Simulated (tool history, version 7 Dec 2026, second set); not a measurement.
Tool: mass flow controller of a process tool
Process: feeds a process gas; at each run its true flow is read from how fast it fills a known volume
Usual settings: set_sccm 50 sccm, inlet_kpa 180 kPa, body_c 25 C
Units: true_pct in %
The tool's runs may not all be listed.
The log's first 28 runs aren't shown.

run	hour	set_sccm	inlet_kpa	body_c	hours of work since the controller was set to zero	hours of work since the controller was changed	true_pct
29	2472.9	34	195	25	1704	1704	98.66
30	2541	31	186	40	1727	1727	97.69
31	2603.9	37	270	20	1749	1749	98.63
32	2667.1	37	270	20	1772	1772	98.75
33	2722.5	50	180	23	1791	1791	99.62
34	2806.4	50	180	25	1820	1820	99.38
35	2920.8	45	214	25	1860	1860	99.19
36	2986.6	19	211	25	1883	1883	96.86
37	3066	18	184	39	1911	1911	96.06
38	3152.7	50	224	31	1941	1941	99.05
39	3253.4	28	180	25	1977	1977	98.38
40	3334.3	28	180	25	2005	2005	98.25
41	3414.1	28	180	25	2033	2033	98.18
42	3478.2	11	180	38	2055	2055	93.74
43	3582.5	33	172	28	2092	2092	98.5
44	3651.2	25	154	34	2116	2116	97.47
45	3716	25	154	34	2139	2139	97.42
46	3787.1	25	154	34	2163	2163	97.43
47	3860.4	28	259	28	2189	2189	97.49
48	3956.8	11	210	40	2223	2223	93.14
49	4022.2	11	201	40	2246	2246	93.07

Forecast each of these 3 alternatives for the next run:
A	4114.5	50	144	22	2278	2278	?
B	4114.5	50	151	23	2278	2278	?
C	4114.5	55	180	35	2278	2278	?

run	true_pct
A	99.83
B	99.69
C	99.06
Without the tool's hidden state the same runs would have given:
run	true_pct
A	99.67
B	99.53
C	98.78
